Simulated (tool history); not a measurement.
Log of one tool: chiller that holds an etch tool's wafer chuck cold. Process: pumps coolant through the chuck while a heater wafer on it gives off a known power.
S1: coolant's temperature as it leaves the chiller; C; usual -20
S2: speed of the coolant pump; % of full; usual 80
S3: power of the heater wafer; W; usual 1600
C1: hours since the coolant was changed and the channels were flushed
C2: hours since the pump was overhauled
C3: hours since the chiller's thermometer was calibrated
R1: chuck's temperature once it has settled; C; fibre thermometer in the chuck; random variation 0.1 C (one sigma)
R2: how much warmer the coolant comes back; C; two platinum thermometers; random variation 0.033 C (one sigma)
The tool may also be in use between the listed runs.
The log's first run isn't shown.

{"run": 2, "hour": 21.6, "S1": -20, "S2": 80, "S3": 1600, "C1": 1541, "C2": 550, "C3": 1494, "R1": -8.2, "R2": 4.44}
{"run": 3, "hour": 39.5, "S1": -20, "S2": 80, "S3": 1600, "C1": 1559, "C2": 568, "C3": 1512, "R1": -8.2, "R2": 4.48}
{"run": 4, "hour": 59.3, "S1": -20, "S2": 80, "S3": 1994, "C1": 1579, "C2": 588, "C3": 1532, "R1": -5.5, "R2": 5.6}
{"run": 5, "hour": 86.9, "S1": -20, "S2": 80, "S3": 1994, "C1": 1606, "C2": 615, "C3": 1559, "R1": -5.4, "R2": 5.47}
{"run": 6, "hour": 114.7, "S1": -20, "S2": 80, "S3": 1994, "C1": 1634, "C2": 643, "C3": 1587, "R1": -5.3, "R2": 5.54}
{"run": 7, "hour": 129.6, "S1": -20, "S2": 85, "S3": 1994, "C1": 1649, "C2": 658, "C3": 1602, "R1": -6.3, "R2": 5.2}
{"run": 8, "hour": 155.5, "S1": -20, "S2": 85, "S3": 1994, "C1": 1675, "C2": 684, "C3": 1628, "R1": -6.2, "R2": 5.15}
{"run": 9, "hour": 186.8, "S1": -20, "S2": 85, "S3": 1994, "C1": 1706, "C2": 715, "C3": 1659, "R1": -6.2, "R2": 5.15}
{"run": 10, "hour": 215.2, "S1": -20, "S2": 85, "S3": 1994, "C1": 1735, "C2": 744, "C3": 1688, "R1": -6.2, "R2": 5.16}
{"run": 11, "hour": 240.7, "S1": -20, "S2": 85, "S3": 1994, "C1": 1760, "C2": 769, "C3": 1713, "R1": -6, "R2": 5.16}
{"run": 12, "hour": 272.1, "S1": -20, "S2": 80, "S3": 1050, "C1": 1792, "C2": 801, "C3": 1744, "R1": -12.2, "R2": 2.76}
{"run": 13, "hour": 304.3, "S1": -20, "S2": 80, "S3": 1050, "C1": 1824, "C2": 833, "C3": 1777, "R1": -12.3, "R2": 2.78}
{"run": 14, "hour": 339.4, "S1": -20, "S2": 80, "S3": 1050, "C1": 1859, "C2": 868, "C3": 1812, "R1": -12.3, "R2": 2.79}
{"run": 15, "hour": 366.7, "S1": -20, "S2": 80, "S3": 1050, "C1": 1886, "C2": 895, "C3": 1839, "R1": -12.4, "R2": 2.69}
{"run": 16, "hour": 399.7, "S1": -20, "S2": 80, "S3": 1050, "C1": 1919, "C2": 928, "C3": 1872, "R1": -12.3, "R2": 2.7}
{"run": 17, "hour": 435.0, "S1": -29, "S2": 63, "S3": 2240, "C1": 1954, "C2": 963, "C3": 1907, "R1": -9, "R2": 7.74}
{"run": 18, "hour": 455.6, "S1": -20, "S2": 80, "S3": 1457, "C1": 1975, "C2": 984, "C3": 1928, "R1": -9.3, "R2": 3.85}
{"run": 19, "hour": 475.2, "S1": -21, "S2": 80, "S3": 1034, "C1": 1995, "C2": 1004, "C3": 1947, "R1": -13.5, "R2": 2.61}
{"run": 20, "hour": 499.4, "S1": -21, "S2": 81, "S3": 1539, "C1": 2019, "C2": 1028, "C3": 1972, "R1": -9.8, "R2": 4.02}
{"run": 21, "hour": 529.9, "S1": -24, "S2": 81, "S3": 1539, "C1": 2049, "C2": 1058, "C3": 2002, "R1": -12.9, "R2": 3.93}

Forecast run 22:
{"run": 22, "hour": 562.8, "S1": -24, "S2": 81, "S3": 1539, "C1": 2082, "C2": 1091, "C3": 2035, "R1": "?", "R2": "?"}

{"run 22": {"R1": -12.7, "R2": 3.96}}
Without the tool's hidden state the same run would have given R1 -12.8 C, R2 4.29 C.
